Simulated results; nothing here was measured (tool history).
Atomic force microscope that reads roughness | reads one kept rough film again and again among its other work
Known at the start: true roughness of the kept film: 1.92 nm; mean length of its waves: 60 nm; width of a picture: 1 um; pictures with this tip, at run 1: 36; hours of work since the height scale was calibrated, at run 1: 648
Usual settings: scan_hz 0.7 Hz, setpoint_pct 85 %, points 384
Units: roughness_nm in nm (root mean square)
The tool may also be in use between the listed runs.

| run | hour | scan_hz | setpoint_pct | points | pictures with this tip | hours of work since the height scale was calibrated | roughness_nm |
|---|---|---|---|---|---|---|---|
| 1 | 0 | 0.7 | 85 | 384 | 36 | 648 | 1.848 |
| 2 | 36.8 | 0.7 | 85 | 384 | 77 | 672 | 1.834 |
| 3 | 96.8 | 0.7 | 85 | 457 | 143 | 711 | 1.823 |
|  | 125.3 | new tip fitted |
| 4 | 158.4 | 0.7 | 80 | 457 | 37 | 751 | 1.846 |
| 5 | 225.3 | 0.7 | 80 | 910 | 110 | 795 | 1.862 |
| 6 | 264.7 | 0.7 | 80 | 910 | 154 | 821 | 1.846 |
|  | 278.5 | new tip fitted |
| 7 | 339.1 | 0.7 | 80 | 910 | 67 | 869 | 1.845 |
| 8 | 420 | 0.7 | 85 | 384 | 156 | 922 | 1.827 |
|  | 432.2 | new tip fitted |
| 9 | 506.5 | 0.7 | 85 | 384 | 82 | 978 | 1.847 |
|  | 584.8 | new tip fitted |
| 10 | 592.4 | 0.7 | 85 | 384 | 8 | 1034 | 1.829 |
| 11 | 672.9 | 0.7 | 85 | 384 | 97 | 1087 | 1.823 |
|  | 738.3 | new tip fitted |
| 12 | 752.6 | 0.7 | 85 | 384 | 16 | 1139 | 1.844 |
| 13 | 810.3 | 0.7 | 85 | 384 | 80 | 1177 | 1.829 |
| 14 | 845.5 | 0.7 | 85 | 384 | 118 | 1200 | 1.837 |
|  | 897.4 | new tip fitted |
| 15 | 925 | 0.7 | 79 | 939 | 31 | 1251 | 1.854 |
| 16 | 999.6 | 3.255 | 85 | 384 | 113 | 1300 | 1.648 |
|  | 1050.3 | new tip fitted |
| 17 | 1054.9 | 3.628 | 85 | 731 | 6 | 1336 | 1.62 |
| 18 | 1102.3 | 3.628 | 85 | 731 | 58 | 1367 | 1.636 |
| 19 | 1165.6 | 0.589 | 85 | 414 | 128 | 1409 | 1.851 |
|  | 1202.3 | new tip fitted |
| 20 | 1225.1 | 0.516 | 58 | 384 | 25 | 1447 | 1.878 |
| 21 | 1266.5 | 0.516 | 58 | 384 | 71 | 1474 | 1.875 |
| 22 | 1338.1 | 0.573 | 61 | 332 | 150 | 1521 | 1.874 |
|  | 1357.9 | new tip fitted |
| 23 | 1379.4 | 2.025 | 69 | 384 | 24 | 1548 | 1.835 |
| 24 | 1423.6 | 3.081 | 74 | 386 | 73 | 1577 | 1.76 |
| 25 | 1490.4 | 0.7 | 59 | 284 | 147 | 1621 | 1.877 |
|  | 1512 | new tip fitted |
| 26 | 1554.3 | 0.7 | 59 | 284 | 47 | 1662 | 1.868 |

5 ways to go on from here, each from the tool as it stands after run 26. What would each give?
| A | 1641.5 | 3.443 | 59 | 284 | 143 | 1719 | ? |
| B | 1641.5 | 2.774 | 77 | 465 | 143 | 1719 | ? |
| C | 1641.5 | 1.917 | 85 | 392 | 143 | 1719 | ? |
| D | 1641.5 | 1.643 | 59 | 325 | 143 | 1719 | ? |
| E | 1641.5 | 1.175 | 56 | 284 | 143 | 1719 | ? |

| run | roughness_nm |
|---|---|
| A | 1.813 |
| B | 1.748 |
| C | 1.741 |
| D | 1.861 |
| E | 1.857 |
Without the tool's hidden state the same runs would have given:
| run | roughness_nm |
|---|---|
| A | 1.816 |
| B | 1.75 |
| C | 1.744 |
| D | 1.864 |
| E | 1.86 |
